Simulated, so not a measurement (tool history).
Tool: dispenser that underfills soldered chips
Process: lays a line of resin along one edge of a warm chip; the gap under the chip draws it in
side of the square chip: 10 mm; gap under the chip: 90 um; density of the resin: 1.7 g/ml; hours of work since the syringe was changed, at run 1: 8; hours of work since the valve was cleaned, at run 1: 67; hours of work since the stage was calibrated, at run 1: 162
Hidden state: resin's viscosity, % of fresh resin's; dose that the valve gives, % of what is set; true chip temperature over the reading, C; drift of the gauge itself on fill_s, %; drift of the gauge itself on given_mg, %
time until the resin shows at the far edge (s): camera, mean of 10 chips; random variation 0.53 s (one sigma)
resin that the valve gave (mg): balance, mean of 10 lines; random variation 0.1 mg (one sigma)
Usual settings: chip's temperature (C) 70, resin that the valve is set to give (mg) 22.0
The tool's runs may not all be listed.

run   hour  chip's temperature (C)  resin that the valve is set to give (mg)  hours of work since the syringe was changed  hours of work since the valve was cleaned  hours of work since the stage was calibrated  time until the resin shows at the far edge (s)  resin that the valve gave (mg)
  1    0.0                      70                                      22.0                                            8                                         67                                           162                                            74.8                           20.45
       3.8  -- new syringe of resin
  2    9.7                      78                                      22.0                                            5                                         75                                           169                                            41.8                           20.45
      16.7  -- new syringe of resin
  3   19.6                      78                                      22.0                                            2                                         82                                           177                                            35.7                           20.26
      29.6  -- new syringe of resin
  4   31.0                      78                                      22.0                                            1                                         91                                           186                                            33.6                           19.97
  5   36.9                      67                                      22.0                                            6                                         96                                           191                                            80.1                           19.84
      42.5  -- new syringe of resin
  6   48.0                      67                                      22.0                                            4                                        104                                           199                                            72.0                           19.63
      55.3  -- new syringe of resin
      56.3  -- dispensing valve cleaned and set on the balance
  7   60.4                      67                                      22.1                                            3                                          3                                           208                                            66.7                           22.08
  8   66.5                      57                                      24.4                                            8                                          8                                           213                                           154.4                           24.07
      69.2  -- new syringe of resin
  9   73.9                      78                                      28.3                                            4                                         14                                           218                                            37.8                           27.75
      82.5  -- new syringe of resin
 10   85.0                      78                                      28.3                                            2                                         22                                           227                                            33.9                           27.44
 11   93.9                      81                                      21.9                                            9                                         29                                           234                                            46.5                           21.57
      96.0  -- new syringe of resin
 12  102.5                      69                                      22.0                                            5                                         36                                           241                                            69.4                           21.23
     108.8  -- new syringe of resin
 13  112.2                      56                                      18.9                                            3                                         43                                           248                                           124.4                           18.18
 14  118.1                      56                                      18.9                                            7                                         48                                           253                                           167.5                           18.02

Forecast each of these 4 alternatives for the next run:
     121.6  -- new syringe of resin
  A  130.5                      71                                      20.7                                            7                                         58                                           262                                               ?                               ?
     121.6  -- new syringe of resin
  B  130.5                      57                                      25.8                                            7                                         58                                           262                                               ?                               ?
     121.6  -- new syringe of resin
  C  130.5                      65                                      18.9                                            7                                         58                                           262                                               ?                               ?
     121.6  -- new syringe of resin
  D  130.5                      81                                      20.7                                            7                                         58                                           262                                               ?                               ?

run  time until the resin shows at the far edge (s)  resin that the valve gave (mg)
  A                                            73.3                           19.49
  B                                           146.4                           24.49
  C                                           102.0                           17.92
  D                                            42.4                           19.58
Without the tool's hidden state the same runs would have given:
run  time until the resin shows at the far edge (s)  resin that the valve gave (mg)
  A                                            43.2                           20.63
  B                                            86.2                           25.91
  C                                            59.3                           18.97
  D                                            24.9                           20.72
